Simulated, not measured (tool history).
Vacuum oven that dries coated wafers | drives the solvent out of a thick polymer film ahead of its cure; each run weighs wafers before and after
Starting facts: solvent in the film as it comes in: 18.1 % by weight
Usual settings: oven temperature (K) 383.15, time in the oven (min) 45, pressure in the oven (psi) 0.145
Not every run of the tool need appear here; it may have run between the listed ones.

{"run": 1, "hour": 0.0, "oven temperature (K)": 383.15, "time in the oven (min)": 45, "pressure in the oven (psi)": 0.145, "solvent left in the film (%)": 2.41}
{"run": 2, "hour": 21.5, "oven temperature (K)": 383.15, "time in the oven (min)": 45, "pressure in the oven (psi)": 0.145, "solvent left in the film (%)": 2.23}
{"run": 3, "hour": 42.2, "oven temperature (K)": 383.15, "time in the oven (min)": 45, "pressure in the oven (psi)": 0.145, "solvent left in the film (%)": 2.29}
{"run": 4, "hour": 64.1, "oven temperature (K)": 383.15, "time in the oven (min)": 45, "pressure in the oven (psi)": 0.448, "solvent left in the film (%)": 5.17}
{"run": 5, "hour": 78.4, "oven temperature (K)": 383.15, "time in the oven (min)": 45, "pressure in the oven (psi)": 0.448, "solvent left in the film (%)": 5.21}
{"run": 6, "hour": 92.5, "oven temperature (K)": 383.15, "time in the oven (min)": 45, "pressure in the oven (psi)": 0.145, "solvent left in the film (%)": 2.37}
{"run": 7, "hour": 105.3, "oven temperature (K)": 383.15, "time in the oven (min)": 47, "pressure in the oven (psi)": 0.145, "solvent left in the film (%)": 2.25}
{"run": 8, "hour": 134.1, "oven temperature (K)": 383.15, "time in the oven (min)": 47, "pressure in the oven (psi)": 0.145, "solvent left in the film (%)": 2.33}
{"run": 9, "hour": 155.6, "oven temperature (K)": 383.15, "time in the oven (min)": 47, "pressure in the oven (psi)": 0.145, "solvent left in the film (%)": 2.35}
{"run": 10, "hour": 170.4, "oven temperature (K)": 383.15, "time in the oven (min)": 47, "pressure in the oven (psi)": 0.145, "solvent left in the film (%)": 2.37}
{"run": 11, "hour": 190.7, "oven temperature (K)": 383.15, "time in the oven (min)": 45, "pressure in the oven (psi)": 0.145, "solvent left in the film (%)": 2.42}
{"run": 12, "hour": 213.6, "oven temperature (K)": 383.15, "time in the oven (min)": 45, "pressure in the oven (psi)": 0.145, "solvent left in the film (%)": 2.46}
{"run": 13, "hour": 242.6, "oven temperature (K)": 383.15, "time in the oven (min)": 45, "pressure in the oven (psi)": 0.145, "solvent left in the film (%)": 2.42}
{"run": 14, "hour": 269.8, "oven temperature (K)": 397.15, "time in the oven (min)": 56, "pressure in the oven (psi)": 0.088, "solvent left in the film (%)": 0.69}
{"run": 15, "hour": 295.2, "oven temperature (K)": 394.15, "time in the oven (min)": 38, "pressure in the oven (psi)": 0.281, "solvent left in the film (%)": 2.38}
{"run": 16, "hour": 317.8, "oven temperature (K)": 394.15, "time in the oven (min)": 38, "pressure in the oven (psi)": 0.281, "solvent left in the film (%)": 2.49}
{"run": 17, "hour": 343.5, "oven temperature (K)": 372.15, "time in the oven (min)": 67, "pressure in the oven (psi)": 0.125, "solvent left in the film (%)": 2.95}
{"run": 18, "hour": 358.9, "oven temperature (K)": 371.15, "time in the oven (min)": 29, "pressure in the oven (psi)": 0.367, "solvent left in the film (%)": 9.23}
{"run": 19, "hour": 373.9, "oven temperature (K)": 376.15, "time in the oven (min)": 29, "pressure in the oven (psi)": 0.074, "solvent left in the film (%)": 4.83}
{"run": 20, "hour": 391.7, "oven temperature (K)": 376.15, "time in the oven (min)": 29, "pressure in the oven (psi)": 0.074, "solvent left in the film (%)": 4.75}
{"run": 21, "hour": 418.7, "oven temperature (K)": 376.15, "time in the oven (min)": 29, "pressure in the oven (psi)": 0.074, "solvent left in the film (%)": 4.9}

3 ways to go on from here, each from the tool as it stands after run 21. What would each give?
{"run": "A", "hour": 433.6, "oven temperature (K)": 376.15, "time in the oven (min)": 53, "pressure in the oven (psi)": 0.1, "solvent left in the film (%)": "?"}
{"run": "B", "hour": 433.6, "oven temperature (K)": 372.15, "time in the oven (min)": 45, "pressure in the oven (psi)": 0.219, "solvent left in the film (%)": "?"}
{"run": "C", "hour": 433.6, "oven temperature (K)": 373.15, "time in the oven (min)": 41, "pressure in the oven (psi)": 0.245, "solvent left in the film (%)": "?"}

run=A solvent_left_in_the_film_(%)=2.82
run=B solvent_left_in_the_film_(%)=5.58
run=C solvent_left_in_the_film_(%)=5.93
With no hidden state in the tool, these same runs would have given:
run=A solvent_left_in_the_film_(%)=2.28
run=B solvent_left_in_the_film_(%)=4.91
run=C solvent_left_in_the_film_(%)=5.27
